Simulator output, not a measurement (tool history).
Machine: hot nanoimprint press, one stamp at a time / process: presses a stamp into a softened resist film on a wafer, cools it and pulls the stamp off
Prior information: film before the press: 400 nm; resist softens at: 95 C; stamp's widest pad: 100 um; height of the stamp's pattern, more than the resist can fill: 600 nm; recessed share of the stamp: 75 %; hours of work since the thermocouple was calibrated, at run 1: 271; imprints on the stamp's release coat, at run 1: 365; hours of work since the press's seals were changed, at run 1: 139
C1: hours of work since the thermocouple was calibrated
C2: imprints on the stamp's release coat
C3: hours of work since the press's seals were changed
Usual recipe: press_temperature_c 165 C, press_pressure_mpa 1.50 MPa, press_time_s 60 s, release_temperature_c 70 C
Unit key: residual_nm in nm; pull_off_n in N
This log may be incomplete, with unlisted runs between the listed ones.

Run 1, day 0.000: usual settings; C1 271; C2 365; C3 139. Result: residual_nm 183.9 nm, pull_off_n 141 N.
At day 1.108: plate thermocouple calibrated.
Run 2, day 1.146: usual settings but press_pressure_mpa 1.57 MPa; C1 0; C2 455; C3 152. Result: residual_nm 180.5 nm, pull_off_n 144 N.
Run 3, day 2.546: usual settings but press_pressure_mpa 2.12 MPa; C1 17; C2 579; C3 168. Result: residual_nm 159.4 nm, pull_off_n 143 N.
Run 4, day 3.488: usual settings but press_pressure_mpa 2.12 MPa; C1 28; C2 663; C3 180. Result: residual_nm 160.0 nm, pull_off_n 142 N.
Run 5, day 4.512: usual settings but release_temperature_c 58 C; C1 41; C2 753; C3 192. Result: residual_nm 185.5 nm, pull_off_n 180 N.
Run 6, day 5.321: usual settings; C1 50; C2 825; C3 201. Result: residual_nm 185.2 nm, pull_off_n 144 N.
At day 5.929: stamp cleaned and given a new release coat.
Run 7, day 6.942: usual settings but press_temperature_c 167 C; C1 67; C2 89; C3 218. Result: residual_nm 172.5 nm, pull_off_n 142 N.
Run 8, day 8.104: usual settings but press_temperature_c 167 C; C1 80; C2 192; C3 232. Result: residual_nm 172.9 nm, pull_off_n 142 N.
Run 9, day 9.142: usual settings but press_temperature_c 167 C, press_time_s 95 s; C1 93; C2 284; C3 244. Result: residual_nm 141.8 nm, pull_off_n 145 N.
Run 10, day 10.071: usual settings but press_temperature_c 167 C, press_pressure_mpa 2.18 MPa, press_time_s 95 s; C1 104; C2 366; C3 255. Result: residual_nm 120.2 nm, pull_off_n 140 N.
Run 11, day 11.671: usual settings but press_temperature_c 167 C, press_pressure_mpa 1.31 MPa, press_time_s 95 s; C1 123; C2 508; C3 274. Result: residual_nm 151.3 nm, pull_off_n 147 N.
Run 12, day 13.258: usual settings but press_temperature_c 167 C, press_pressure_mpa 2.17 MPa, press_time_s 35 s; C1 142; C2 648; C3 293. Result: residual_nm 183.9 nm, pull_off_n 146 N.
Run 13, day 14.562: usual settings but press_temperature_c 167 C, press_pressure_mpa 2.21 MPa, press_time_s 77 s, release_temperature_c 73 C; C1 158; C2 764; C3 309. Result: residual_nm 131.0 nm, pull_off_n 139 N.
At day 15.796: stamp cleaned and given a new release coat.
Run 14, day 16.425: usual settings but press_temperature_c 157 C, press_pressure_mpa 1.90 MPa, press_time_s 59 s, release_temperature_c 77 C; C1 177; C2 55; C3 328. Result: residual_nm 229.3 nm, pull_off_n 126 N.
Run 15, day 17.312: usual settings but press_temperature_c 158 C, press_pressure_mpa 1.79 MPa; C1 187; C2 134; C3 339. Result: residual_nm 224.5 nm, pull_off_n 146 N.
Run 16, day 18.742: usual settings but press_temperature_c 158 C, press_pressure_mpa 1.79 MPa; C1 204; C2 260; C3 356. Result: residual_nm 226.1 nm, pull_off_n 149 N.
Run 17, day 19.992: usual settings but press_temperature_c 170 C; C1 219; C2 371; C3 371. Result: residual_nm 154.8 nm, pull_off_n 145 N.
Run 18, day 20.967: usual settings but press_temperature_c 159 C, press_time_s 55 s, release_temperature_c 68 C; C1 231; C2 457; C3 382. Result: residual_nm 238.0 nm, pull_off_n 153 N.
Run 19, day 22.300: usual settings but press_temperature_c 159 C, press_time_s 55 s, release_temperature_c 68 C; C1 247; C2 575; C3 398. Result: residual_nm 238.0 nm, pull_off_n 150 N.

Predict each of these 5 candidate next runs independently; none follows another, all start after run 19:
Run A, day 23.000: usual settings but press_temperature_c 164 C, press_time_s 35 s, release_temperature_c 68 C; C1 255; C2 637; C3 407. Result: residual_nm ?, pull_off_n ?.
Run B, day 23.000: usual settings but press_temperature_c 159 C, press_pressure_mpa 1.21 MPa, press_time_s 55 s, release_temperature_c 68 C; C1 255; C2 637; C3 407. Result: residual_nm ?, pull_off_n ?.
Run C, day 23.000: usual settings but press_temperature_c 166 C, press_pressure_mpa 2.18 MPa, press_time_s 46 s, release_temperature_c 68 C; C1 255; C2 637; C3 407. Result: residual_nm ?, pull_off_n ?.
Run D, day 23.000: usual settings but press_pressure_mpa 2.24 MPa; C1 255; C2 637; C3 407. Result: residual_nm ?, pull_off_n ?.
Run E, day 23.000: usual settings but press_temperature_c 159 C, press_time_s 55 s, release_temperature_c 73 C; C1 255; C2 637; C3 407. Result: residual_nm ?, pull_off_n ?.

run  residual_nm  pull_off_n
  A        236.6         149
  B        256.1         150
  C        173.9         148
  D        159.0         145
  E        240.6         135
Take away the tool's hidden state, keep each run's random variation, and the runs would have read:
run  residual_nm  pull_off_n
  A        230.7         148
  B        249.7         149
  C        169.5         147
  D        154.9         144
  E        234.5         135
